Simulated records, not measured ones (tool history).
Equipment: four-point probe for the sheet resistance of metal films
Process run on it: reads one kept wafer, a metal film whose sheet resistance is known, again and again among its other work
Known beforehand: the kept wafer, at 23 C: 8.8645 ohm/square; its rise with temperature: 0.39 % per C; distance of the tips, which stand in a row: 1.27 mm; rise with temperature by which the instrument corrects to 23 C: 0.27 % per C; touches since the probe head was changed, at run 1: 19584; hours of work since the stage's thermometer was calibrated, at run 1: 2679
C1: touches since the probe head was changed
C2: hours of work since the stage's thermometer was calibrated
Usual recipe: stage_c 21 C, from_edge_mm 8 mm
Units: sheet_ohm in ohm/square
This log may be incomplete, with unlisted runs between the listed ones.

Run 1, hour 0: usual settings; C1 19584; C2 2679. Result: sheet_ohm 8.965973 ohm/square.
Run 2, hour 39.9: usual settings; C1 20275; C2 2708. Result: sheet_ohm 8.963414 ohm/square.
Run 3, hour 61: usual settings; C1 20640; C2 2723. Result: sheet_ohm 8.964071 ohm/square.
Run 4, hour 98.3: usual settings; C1 21287; C2 2750. Result: sheet_ohm 8.962203 ohm/square.
Run 5, hour 129.8: usual settings; C1 21833; C2 2773. Result: sheet_ohm 8.965948 ohm/square.
Run 6, hour 163.9: usual settings; C1 22424; C2 2797. Result: sheet_ohm 8.965909 ohm/square.
Run 7, hour 188.5: usual settings but from_edge_mm 48 mm; C1 22850; C2 2815. Result: sheet_ohm 8.850899 ohm/square.
Run 8, hour 218.1: usual settings but from_edge_mm 48 mm; C1 23362; C2 2836. Result: sheet_ohm 8.850356 ohm/square.
Run 9, hour 245.8: usual settings but from_edge_mm 48 mm; C1 23842; C2 2856. Result: sheet_ohm 8.8513 ohm/square.
Run 10, hour 286: usual settings; C1 24539; C2 2885. Result: sheet_ohm 8.963759 ohm/square.
Run 11, hour 310.3: usual settings; C1 24960; C2 2903. Result: sheet_ohm 8.963534 ohm/square.
At hour 335.7: stage's thermometer calibrated.
Run 12, hour 335.9: usual settings; C1 25394; C2 0. Result: sheet_ohm 8.963514 ohm/square.
Run 13, hour 374.8: usual settings; C1 26068; C2 28. Result: sheet_ohm 8.964133 ohm/square.
Run 14, hour 391: usual settings; C1 26349; C2 40. Result: sheet_ohm 8.96146 ohm/square.
Run 15, hour 426.8: usual settings; C1 26968; C2 66. Result: sheet_ohm 8.964924 ohm/square.
Run 16, hour 447.2: usual settings; C1 27322; C2 80. Result: sheet_ohm 8.963024 ohm/square.
At hour 460.4: stage's thermometer calibrated, once more.
Run 17, hour 479.2: usual settings; C1 27867; C2 14. Result: sheet_ohm 8.984406 ohm/square.
Run 18, hour 501.5: usual settings; C1 28253; C2 30. Result: sheet_ohm 8.987072 ohm/square.
Run 19, hour 533.6: usual settings but from_edge_mm 59 mm; C1 28810; C2 53. Result: sheet_ohm 8.869043 ohm/square.
Run 20, hour 574.1: usual settings but stage_c 27 C, from_edge_mm 41 mm; C1 29510; C2 82. Result: sheet_ohm 8.933675 ohm/square.
Run 21, hour 596.5: usual settings but stage_c 29 C, from_edge_mm 42 mm; C1 29898; C2 98. Result: sheet_ohm 8.950755 ohm/square.
Run 22, hour 632.5: usual settings but stage_c 29 C, from_edge_mm 42 mm; C1 30523; C2 124. Result: sheet_ohm 8.953791 ohm/square.

Run 23 comes next. What will it give?
Run 23, hour 651.6: usual settings but stage_c 27 C, from_edge_mm 6 mm; C1 30853; C2 138. Result: sheet_ohm ?.

sheet_ohm: 9.139648 ohm/square
Take away the tool's hidden state, keep the run-to-run variation as it was, and the same run would have given sheet_ohm 9.11585 ohm/square.
